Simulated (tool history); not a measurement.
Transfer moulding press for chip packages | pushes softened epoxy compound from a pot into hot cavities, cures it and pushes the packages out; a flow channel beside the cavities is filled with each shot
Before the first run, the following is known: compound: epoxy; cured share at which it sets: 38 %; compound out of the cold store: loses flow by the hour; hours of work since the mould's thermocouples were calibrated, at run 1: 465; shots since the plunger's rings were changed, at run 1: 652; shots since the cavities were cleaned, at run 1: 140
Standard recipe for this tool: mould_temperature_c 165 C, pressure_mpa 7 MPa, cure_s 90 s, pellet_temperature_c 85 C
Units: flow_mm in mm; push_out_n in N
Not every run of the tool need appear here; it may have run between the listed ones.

| run | hour | mould_temperature_c | pressure_mpa | cure_s | pellet_temperature_c | hours of work since the mould's thermocouples were calibrated | shots since the plunger's rings were changed | shots since the cavities were cleaned | incoming compound's hours out of the cold store | flow_mm | push_out_n |
|---|---|---|---|---|---|---|---|---|---|---|---|
| 1 | 0 | 165 | 7 | 90 | 85 | 465 | 652 | 140 | 28.8 | 538 | 220 |
| 2 | 17.9 | 165 | 7 | 90 | 91 | 478 | 914 | 402 | 32.6 | 528 | 251 |
| 3 | 36.1 | 165 | 7 | 90 | 91 | 491 | 1181 | 669 | 9.8 | 570 | 282 |
|  | 39.2 | cavities cleaned with cleaning compound and waxed |
| 4 | 54.3 | 165 | 7 | 90 | 91 | 503 | 1426 | 221 | 10.8 | 567 | 233 |
| 5 | 71.7 | 165 | 7 | 90 | 91 | 516 | 1681 | 476 | 39.3 | 502 | 259 |
| 6 | 84.7 | 165 | 6.24 | 90 | 91 | 525 | 1872 | 667 | 17.4 | 513 | 282 |
|  | 87.5 | cavities cleaned with cleaning compound and waxed |
| 7 | 102.1 | 165 | 7 | 121 | 85 | 537 | 2104 | 213 | 10.4 | 561 | 209 |
| 8 | 112.8 | 165 | 7 | 121 | 85 | 544 | 2261 | 370 | 12.5 | 549 | 228 |
| 9 | 129.3 | 165 | 7 | 121 | 85 | 556 | 2503 | 612 | 32.9 | 517 | 245 |
|  | 136.6 | cavities cleaned with cleaning compound and waxed |
| 10 | 143 | 166 | 8.58 | 76 | 92 | 565 | 2681 | 92 | 11.2 | 601 | 256 |
|  | 155.9 | mould's thermocouples calibrated |
|  | 161.4 | plunger's sealing rings changed |
| 11 | 166.9 | 166 | 8.58 | 76 | 92 | 6 | 82 | 378 | 37.4 | 583 | 304 |
| 12 | 183.9 | 165 | 5.65 | 90 | 87 | 18 | 329 | 625 | 16.2 | 506 | 268 |
|  | 190.9 | cavities cleaned with cleaning compound and waxed |
| 13 | 202.4 | 165 | 5.65 | 85 | 76 | 31 | 579 | 168 | 45.5 | 457 | 229 |

What if the next run were any one of these 5? Each begins from the tool's condition after run 13:
| A | 222 | 165 | 5.23 | 117 | 78 | 45 | 866 | 455 | 21.9 | ? | ? |
| B | 222 | 165 | 8.75 | 90 | 85 | 45 | 866 | 455 | 16.6 | ? | ? |
| C | 222 | 167 | 5.65 | 85 | 76 | 45 | 866 | 455 | 38.6 | ? | ? |
| D | 222 | 172 | 5.65 | 125 | 86 | 45 | 866 | 455 | 25.1 | ? | ? |
| E | 222 | 165 | 7 | 118 | 88 | 45 | 866 | 455 | 35.5 | ? | ? |

| run | flow_mm | push_out_n |
|---|---|---|
| A | 478 | 245 |
| B | 618 | 268 |
| C | 459 | 258 |
| D | 470 | 231 |
| E | 527 | 230 |
With no hidden state in the tool, these same runs would have given:
| run | flow_mm | push_out_n |
|---|---|---|
| A | 487 | 165 |
| B | 629 | 181 |
| C | 467 | 173 |
| D | 479 | 155 |
| E | 536 | 156 |
